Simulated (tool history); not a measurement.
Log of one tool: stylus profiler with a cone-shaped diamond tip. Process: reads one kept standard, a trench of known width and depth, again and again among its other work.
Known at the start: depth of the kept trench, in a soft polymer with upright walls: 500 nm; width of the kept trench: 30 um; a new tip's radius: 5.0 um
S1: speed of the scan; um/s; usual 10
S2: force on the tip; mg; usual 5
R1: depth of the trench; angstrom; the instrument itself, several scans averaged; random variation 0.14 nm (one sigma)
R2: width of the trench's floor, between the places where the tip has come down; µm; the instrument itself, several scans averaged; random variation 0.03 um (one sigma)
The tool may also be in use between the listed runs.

| run | hour | S1 | S2 | R1 | R2 |
|---|---|---|---|---|---|
| 1 | 0 | 10 | 5 | 5123.2 | 24.78 |
| 2 | 60 | 10 | 5 | 5123.2 | 24.7 |
| 3 | 152.5 | 35 | 5 | 5123.1 | 24.56 |
| 4 | 244.5 | 10 | 5 | 5125.5 | 24.62 |
| 5 | 356 | 10 | 5 | 5126.6 | 24.51 |
| 6 | 426.3 | 10 | 5 | 5129.1 | 24.42 |
| 7 | 529.6 | 10 | 5 | 5130 | 24.34 |
| 8 | 587.2 | 4 | 5 | 5131.1 | 24.32 |
| 9 | 664 | 10 | 5 | 5132.5 | 24.28 |
| 10 | 759.8 | 10 | 5 | 5129.7 | 24.19 |
| 11 | 849.1 | 10 | 5 | 5132.1 | 24.13 |
| 12 | 899.6 | 10 | 5 | 5136 | 24.12 |
|  | 922.9 | height scale calibrated on a step standard |
| 13 | 1004.3 | 10 | 5 | 5148.9 | 24.03 |
| 14 | 1096.3 | 10 | 5 | 5151.2 | 23.9 |
|  | 1118.3 | height scale calibrated on a step standard, once more |
| 15 | 1174.6 | 10 | 5 | 5101.4 | 23.84 |
| 16 | 1277.4 | 10 | 5 | 5106.2 | 23.81 |
| 17 | 1361.2 | 10 | 5 | 5107.6 | 23.72 |
| 18 | 1448.4 | 10 | 5 | 5111 | 23.72 |
| 19 | 1498.4 | 10 | 3.07 | 5078.8 | 23.63 |
| 20 | 1584.1 | 10 | 2.19 | 5065.7 | 23.59 |
| 21 | 1665.6 | 4 | 5 | 5113.1 | 23.57 |
| 22 | 1756.3 | 4 | 5 | 5110.2 | 23.55 |
| 23 | 1847.9 | 4 | 5 | 5114.6 | 23.44 |
| 24 | 1945.9 | 14 | 5 | 5113.8 | 23.34 |
| 25 | 2035.8 | 33 | 3.36 | 5092.8 | 23.17 |
| 26 | 2126.9 | 5 | 8.42 | 5159.4 | 23.26 |
| 27 | 2191.7 | 3 | 2.1 | 5071.1 | 23.22 |
| 28 | 2265.5 | 3 | 14.48 | 5227.6 | 23.1 |
| 29 | 2323.2 | 3 | 14.48 | 5230.1 | 23.17 |
| 30 | 2419.3 | 17 | 14.05 | 5226.5 | 23.08 |
| 31 | 2529.4 | 17 | 14.05 | 5227.2 | 23.01 |
| 32 | 2597.2 | 11 | 3.14 | 5097.6 | 22.94 |
| 33 | 2708.6 | 11 | 3.14 | 5097.2 | 22.86 |
| 34 | 2778 | 8 | 2.96 | 5096.7 | 22.88 |
| 35 | 2846.5 | 5 | 4.39 | 5122.6 | 22.83 |
|  | 2913.6 | new tip fitted, height scale calibrated |
| 36 | 2930.5 | 36 | 5.58 | 5113.2 | 25.46 |
| 37 | 3020.1 | 3 | 4.68 | 5101.2 | 25.46 |
| 38 | 3078.9 | 7 | 2.18 | 5061.6 | 25.34 |
| 39 | 3178.8 | 13 | 10.84 | 5180.6 | 25.25 |
| 40 | 3254.3 | 13 | 10.84 | 5182.9 | 25.22 |
| 41 | 3312.4 | 3 | 8.06 | 5148 | 25.23 |
| 42 | 3363.2 | 4 | 8.06 | 5153.9 | 25.15 |
| 43 | 3423.1 | 4 | 8.06 | 5153.4 | 25.1 |
| 44 | 3520.7 | 7 | 2.19 | 5068.5 | 25.06 |
| 45 | 3574.8 | 7 | 2.19 | 5072 | 24.9 |

Hidden state or all else? Some run-to-run changes of R1, split into what the settings, what came in and random variation would give without the hidden state, and what is left for the hidden state (with any gauge scatter that isn't in both results):
The hidden state here: radius of the tip, um; height scale over the true one, %; drift of the gauge itself on depth_nm, %; drift of the gauge itself on floor_um, %.
Run 12 -> 13: height scale calibrated on a step standard. R1 +12.9 angstrom: hidden state +15.8, all else -2.9.
Run 14 -> 15: height scale calibrated on a step standard, once more. R1 -49.8 angstrom: hidden state -49.2, all else -0.6.
Run 27 -> 28: S2 2.1 -> 14.48. R1 +156.5 angstrom: hidden state +1.7, all else +154.8.
Run 31 -> 32: S1 17 -> 11, S2 14.05 -> 3.14. R1 -129.6 angstrom: hidden state +0.5, all else -130.1.
Run 35 -> 36: S1 5 -> 36, S2 4.39 -> 5.58, new tip fitted, height scale calibrated. R1 -9.4 angstrom: hidden state -24.2, all else +14.8.
Run 38 -> 39: S1 7 -> 13, S2 2.18 -> 10.84. R1 +119 angstrom: hidden state +1.7, all else +117.3.
